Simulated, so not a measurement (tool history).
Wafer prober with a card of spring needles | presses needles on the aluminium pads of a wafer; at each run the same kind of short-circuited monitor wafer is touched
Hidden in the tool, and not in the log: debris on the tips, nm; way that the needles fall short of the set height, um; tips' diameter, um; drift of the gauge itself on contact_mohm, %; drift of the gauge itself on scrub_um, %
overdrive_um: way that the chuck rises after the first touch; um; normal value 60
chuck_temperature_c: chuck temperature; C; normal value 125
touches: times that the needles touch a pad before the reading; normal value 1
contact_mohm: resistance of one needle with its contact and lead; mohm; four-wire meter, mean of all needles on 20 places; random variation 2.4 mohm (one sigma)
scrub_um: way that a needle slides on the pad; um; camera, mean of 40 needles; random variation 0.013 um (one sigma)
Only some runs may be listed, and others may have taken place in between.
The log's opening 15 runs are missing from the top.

| run | hour | overdrive_um | chuck_temperature_c | touches | touches since the tips were cleaned | cleanings since the card got new needles | touches since the first contact's height was set | contact_mohm | scrub_um |
|---|---|---|---|---|---|---|---|---|---|
|  | 137.9 | tips cleaned on abrasive film |
| 16 | 145.4 | 62 | 125 | 1 | 3453 | 24 | 11099 | 323 | 12.64 |
|  | 157.6 | tips cleaned on abrasive film |
| 17 | 158.0 | 62 | 125 | 1 | 159 | 25 | 16835 | 284 | 12.60 |
| 18 | 165.4 | 44 | 45 | 2 | 3539 | 25 | 20215 | 322 | 8.95 |
| 19 | 172.4 | 49 | 42 | 1 | 6759 | 25 | 23435 | 360 | 9.97 |
|  | 177.0 | tips cleaned on abrasive film |
| 20 | 178.8 | 79 | 28 | 2 | 823 | 26 | 26321 | 253 | 16.06 |
| 21 | 192.4 | 60 | 51 | 1 | 7061 | 26 | 32559 | 331 | 12.20 |
|  | 195.8 | tips cleaned on abrasive film |
| 22 | 199.2 | 60 | 51 | 1 | 1560 | 27 | 35663 | 286 | 12.20 |
| 23 | 207.9 | 60 | 26 | 1 | 5547 | 27 | 39650 | 312 | 12.18 |
|  | 215.8 | tips cleaned on abrasive film |
| 24 | 216.5 | 55 | 125 | 2 | 310 | 28 | 43520 | 285 | 11.15 |
| 25 | 230.1 | 66 | 77 | 2 | 6586 | 28 | 49796 | 295 | 13.42 |
|  | 235.4 | tips cleaned on abrasive film |
| 26 | 238.2 | 54 | 27 | 1 | 1296 | 29 | 53465 | 286 | 10.94 |
| 27 | 244.1 | 54 | 27 | 1 | 4008 | 29 | 56177 | 324 | 10.96 |
| 28 | 249.8 | 53 | 125 | 2 | 6618 | 29 | 58787 | 327 | 10.75 |
|  | 254.8 | tips cleaned on abrasive film |
| 29 | 255.7 | 62 | 125 | 3 | 411 | 30 | 61424 | 277 | 12.56 |
| 30 | 268.7 | 62 | 33 | 2 | 6376 | 30 | 67389 | 291 | 12.57 |
|  | 274.2 | tips cleaned on abrasive film |
| 31 | 279.0 | 42 | 42 | 2 | 2220 | 31 | 72071 | 308 | 8.49 |
| 32 | 290.0 | 61 | 42 | 2 | 7286 | 31 | 77137 | 298 | 12.35 |
|  | 293.2 | tips cleaned on abrasive film |
| 33 | 301.4 | 75 | 68 | 2 | 3763 | 32 | 82328 | 278 | 15.18 |

Here are 5 independent what-if runs from the current tool condition. What would each one return?
| A | 310.0 | 69 | 27 | 2 | 7673 | 32 | 86238 | ? | ? |
| B | 310.0 | 75 | 27 | 1 | 7673 | 32 | 86238 | ? | ? |
| C | 310.0 | 41 | 68 | 2 | 7673 | 32 | 86238 | ? | ? |
| D | 310.0 | 65 | 68 | 1 | 7673 | 32 | 86238 | ? | ? |
| E | 310.0 | 60 | 125 | 2 | 7673 | 32 | 86238 | ? | ? |

| run | contact_mohm | scrub_um |
|---|---|---|
| A | 287 | 13.99 |
| B | 296 | 15.21 |
| C | 354 | 8.27 |
| D | 322 | 13.17 |
| E | 317 | 12.16 |
Stripped of hidden state, with their random variation kept, the same runs would have yielded:
| run | contact_mohm | scrub_um |
|---|---|---|
| A | 250 | 14.07 |
| B | 244 | 15.29 |
| C | 266 | 8.35 |
| D | 258 | 13.25 |
| E | 277 | 12.24 |
